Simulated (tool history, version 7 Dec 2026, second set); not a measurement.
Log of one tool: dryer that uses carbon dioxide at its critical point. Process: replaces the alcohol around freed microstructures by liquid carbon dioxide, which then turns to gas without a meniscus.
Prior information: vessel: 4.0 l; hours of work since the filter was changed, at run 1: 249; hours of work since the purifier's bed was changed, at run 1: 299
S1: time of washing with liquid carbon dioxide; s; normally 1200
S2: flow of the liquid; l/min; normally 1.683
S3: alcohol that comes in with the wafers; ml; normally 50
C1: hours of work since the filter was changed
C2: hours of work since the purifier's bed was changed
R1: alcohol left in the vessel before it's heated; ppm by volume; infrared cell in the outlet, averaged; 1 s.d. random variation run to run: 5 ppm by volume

run 1 hour=0 | S1=1200 S2=1.683 S3=50 | C1=249 C2=299 | R1=62
run 2 hour=27.9 | S1=780 S2=1.683 S3=50 | C1=265 C2=316 | R1=188
run 3 hour=47.2 | S1=1200 S2=1.683 S3=50 | C1=276 C2=327 | R1=56
run 4 hour=60.7 | S1=1200 S2=1.683 S3=50 | C1=284 C2=335 | R1=52
-- hour=74.6 inlet filter changed
run 5 hour=86.5 | S1=1200 S2=1.683 S3=50 | C1=7 C2=350 | R1=50
run 6 hour=105.4 | S1=1200 S2=1.683 S3=50 | C1=18 C2=361 | R1=49
run 7 hour=128.9 | S1=1200 S2=1.683 S3=50 | C1=32 C2=375 | R1=55
run 8 hour=148.9 | S1=1200 S2=1.683 S3=50 | C1=44 C2=386 | R1=53
run 9 hour=161.8 | S1=1200 S2=1.683 S3=50 | C1=51 C2=394 | R1=60
run 10 hour=182.3 | S1=1200 S2=1.683 S3=50 | C1=63 C2=406 | R1=56
run 11 hour=199.5 | S1=1200 S2=1.683 S3=50 | C1=73 C2=416 | R1=66
run 12 hour=223.3 | S1=1620 S2=1.683 S3=41 | C1=87 C2=430 | R1=57
run 13 hour=251.2 | S1=1440 S2=1.26 S3=20 | C1=104 C2=446 | R1=62
run 14 hour=270.9 | S1=1260 S2=1.26 S3=45 | C1=115 C2=458 | R1=93
run 15 hour=294.6 | S1=780 S2=1.36 S3=31 | C1=129 C2=472 | R1=236
run 16 hour=316.7 | S1=780 S2=1.12 S3=116 | C1=142 C2=485 | R1=1327
run 17 hour=338.2 | S1=780 S2=1.12 S3=116 | C1=155 C2=497 | R1=1346
run 18 hour=352.5 | S1=780 S2=1.92 S3=116 | C1=163 C2=506 | R1=233
run 19 hour=378 | S1=1800 S2=1.683 S3=104 | C1=178 C2=521 | R1=64
run 20 hour=405.6 | S1=1200 S2=1.683 S3=66 | C1=194 C2=537 | R1=91

Predict each of these 4 candidate next runs independently; none follows another, all start after run 20:
run A hour=433.2 | S1=780 S2=1.92 S3=29 | C1=211 C2=553 | R1=?
run B hour=433.2 | S1=900 S2=1.683 S3=102 | C1=211 C2=553 | R1=?
run C hour=433.2 | S1=1200 S2=1.8 S3=55 | C1=211 C2=553 | R1=?
run D hour=433.2 | S1=1200 S2=1.77 S3=66 | C1=211 C2=553 | R1=?

run=A R1=107
run=B R1=226
run=C R1=71
run=D R1=72
Without the tool's hidden state the same runs would have given:
run=A R1=25
run=B R1=100
run=C R1=1
run=D R1=3
